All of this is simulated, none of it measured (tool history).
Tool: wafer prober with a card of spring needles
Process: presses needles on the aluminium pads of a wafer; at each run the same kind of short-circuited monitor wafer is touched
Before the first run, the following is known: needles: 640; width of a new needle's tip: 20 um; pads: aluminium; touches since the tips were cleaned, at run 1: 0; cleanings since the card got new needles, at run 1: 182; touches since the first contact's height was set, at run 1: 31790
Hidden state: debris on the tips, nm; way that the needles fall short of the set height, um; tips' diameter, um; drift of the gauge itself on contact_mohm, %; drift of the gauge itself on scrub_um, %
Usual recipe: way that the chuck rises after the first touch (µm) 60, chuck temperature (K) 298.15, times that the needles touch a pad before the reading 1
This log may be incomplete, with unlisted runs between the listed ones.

run,hour,way that the chuck rises after the first touch (µm),chuck temperature (K),times that the needles touch a pad before the reading,touches since the tips were cleaned,cleanings since the card got new needles,touches since the first contact's height was set,resistance of one needle with its contact and lead (mohm),way that a needle slides on the pad (µm)
1,0,60,298.15,1,0,182,31790,178,14.746
# hour 13.5: tips cleaned on abrasive film
# hour 25.2: tips cleaned on abrasive film
2,25.2,60,298.15,1,0,184,48483,177,14.723
# hour 39: tips cleaned on abrasive film
# hour 50: tips cleaned on abrasive film
3,54.5,60,298.15,1,2973,186,67878,255,14.695
# hour 62.8: tips cleaned on abrasive film
# hour 76.6: tips cleaned on abrasive film
4,82.9,60,298.15,1,4221,188,86696,277,14.679
# hour 88.5: tips cleaned on abrasive film
# hour 91.5: height of the first contact set anew
# hour 99.8: tips cleaned on abrasive film
# hour 113.6: tips cleaned on abrasive film
5,115.9,60,305.15,1,1533,191,16130,235,14.791
# hour 126.9: tips cleaned on abrasive film
# hour 137.9: tips cleaned on abrasive film
# hour 151.4: tips cleaned on abrasive film
# hour 165.1: tips cleaned on abrasive film
6,175.5,60,305.15,1,6958,195,55633,300,14.734
# hour 178.4: tips cleaned on abrasive film
# hour 191.9: tips cleaned on abrasive film
# hour 205.2: tips cleaned on abrasive film
# hour 216.2: tips cleaned on abrasive film
7,223.2,60,305.15,1,4612,199,87133,283,14.672
# hour 228.7: tips cleaned on abrasive film
# hour 231.8: height of the first contact set anew
# hour 240.1: tips cleaned on abrasive film
# hour 251.1: tips cleaned on abrasive film
8,261.3,60,305.15,1,6819,202,19592,298,14.798
# hour 264.2: tips cleaned on abrasive film
# hour 275.2: tips cleaned on abrasive film
# hour 289: tips cleaned on abrasive film
# hour 302.5: tips cleaned on abrasive film
9,308.7,60,298.15,1,4112,206,50914,279,14.746
# hour 314.3: tips cleaned on abrasive film
# hour 328: tips cleaned on abrasive film
# hour 341.7: tips cleaned on abrasive film
# hour 352.7: tips cleaned on abrasive film
10,359,60,298.15,1,4165,210,84186,285,14.693
# hour 364.5: tips cleaned on abrasive film
# hour 372.9: height of the first contact set anew
# hour 378.4: tips cleaned on abrasive film
# hour 390.4: tips cleaned on abrasive film
11,390.4,60,298.15,1,0,213,11506,173,14.775
# hour 401.4: tips cleaned on abrasive film
# hour 412.5: tips cleaned on abrasive film
12,417.7,60,298.15,1,3497,215,29602,281,14.747
# hour 426: tips cleaned on abrasive film
# hour 439.7: tips cleaned on abrasive film
13,445,71,298.15,1,3511,217,47646,251,17.449
# hour 453.3: tips cleaned on abrasive film
# hour 467: tips cleaned on abrasive film
# hour 478.1: tips cleaned on abrasive film
# hour 489.1: tips cleaned on abrasive film
14,495.8,60,360.15,1,4468,221,81309,292,14.677
# hour 501.4: tips cleaned on abrasive film
# hour 512.6: height of the first contact set anew
# hour 515.5: tips cleaned on abrasive film
# hour 529.2: tips cleaned on abrasive film
# hour 542.9: tips cleaned on abrasive film
15,552.5,60,351.15,2,6413,225,26415,257,14.766
# hour 555.2: tips cleaned on abrasive film
# hour 569: tips cleaned on abrasive film
# hour 580.4: tips cleaned on abrasive film
16,580.4,60,351.15,2,0,228,44814,186,14.726
# hour 593.9: tips cleaned on abrasive film
# hour 607.6: tips cleaned on abrasive film
17,617.1,75,374.15,3,6309,230,69145,210,18.414
# hour 619.9: tips cleaned on abrasive film
# hour 633.5: tips cleaned on abrasive film
# hour 647: tips cleaned on abrasive film
18,651.3,44,320.15,2,2824,233,91741,288,10.719
# hour 654.3: height of the first contact set anew
# hour 659.9: tips cleaned on abrasive film
# hour 670.9: tips cleaned on abrasive film
# hour 684.4: tips cleaned on abrasive film
# hour 698.1: tips cleaned on abrasive film
19,699.6,55,373.15,2,1009,237,29937,224,13.519
# hour 710.6: tips cleaned on abrasive film
# hour 724.4: tips cleaned on abrasive film
# hour 738.2: tips cleaned on abrasive film
20,742.3,64,375.15,3,2714,240,58196,211,15.712
# hour 750.6: tips cleaned on abrasive film
# hour 764.1: tips cleaned on abrasive film
# hour 775.1: tips cleaned on abrasive film
21,777.5,69,327.15,1,1580,243,81482,223,16.928
# hour 788.5: tips cleaned on abrasive film
# hour 794.3: height of the first contact set anew
# hour 799.9: tips cleaned on abrasive film
# hour 813.1: tips cleaned on abrasive film
# hour 824.2: tips cleaned on abrasive film
22,833.3,69,320.15,1,6093,247,25818,272,16.983
# hour 836.1: tips cleaned on abrasive film
# hour 849.7: tips cleaned on abrasive film
# hour 860.7: tips cleaned on abrasive film
# hour 874.3: tips cleaned on abrasive film
23,877.2,72,331.15,1,1935,251,54855,235,17.664
# hour 885.5: tips cleaned on abrasive film
# hour 899.1: tips cleaned on abrasive film
# hour 912.9: tips cleaned on abrasive film
24,917.5,60,333.15,1,3059,254,81487,283,14.654
# hour 925.8: tips cleaned on abrasive film
# hour 934: height of the first contact set anew
# hour 939.6: tips cleaned on abrasive film
# hour 953.1: tips cleaned on abrasive film
25,962.8,48,298.15,3,6532,257,19085,248,11.812
# hour 965.7: tips cleaned on abrasive film
# hour 976.7: tips cleaned on abrasive film
# hour 990.5: tips cleaned on abrasive film
# hour 1001.5: tips cleaned on abrasive film
26,1006.3,60,348.15,1,3205,261,47836,281,14.725
# hour 1014.7: tips cleaned on abrasive film
# hour 1028.1: tips cleaned on abrasive film
# hour 1041.6: tips cleaned on abrasive film
27,1043.7,78,298.15,1,1365,264,72519,215,19.118

What if the next run were any one of these 3? Each begins from the tool's condition after run 27:
# hour 1054.4: tips cleaned on abrasive film
# hour 1065.5: tips cleaned on abrasive film
# hour 1073.7: height of the first contact set anew
# hour 1076.9: tips cleaned on abrasive film
A,1076.9,76,298.15,1,0,267,2036,?,?
# hour 1054.4: tips cleaned on abrasive film
# hour 1065.5: tips cleaned on abrasive film
# hour 1073.7: height of the first contact set anew
# hour 1076.9: tips cleaned on abrasive film
B,1076.9,60,298.15,1,0,267,2036,?,?
# hour 1054.4: tips cleaned on abrasive film
# hour 1065.5: tips cleaned on abrasive film
# hour 1073.7: height of the first contact set anew
# hour 1076.9: tips cleaned on abrasive film
C,1076.9,60,356.15,1,0,267,2036,?,?

run,resistance of one needle with its contact and lead (mohm),way that a needle slides on the pad (µm)
A,170,18.757
B,184,14.807
C,192,14.811
Take away the tool's hidden state, keep each run's random variation, and the runs would have read:
run,resistance of one needle with its contact and lead (mohm),way that a needle slides on the pad (µm)
A,161,18.769
B,170,14.819
C,179,14.822
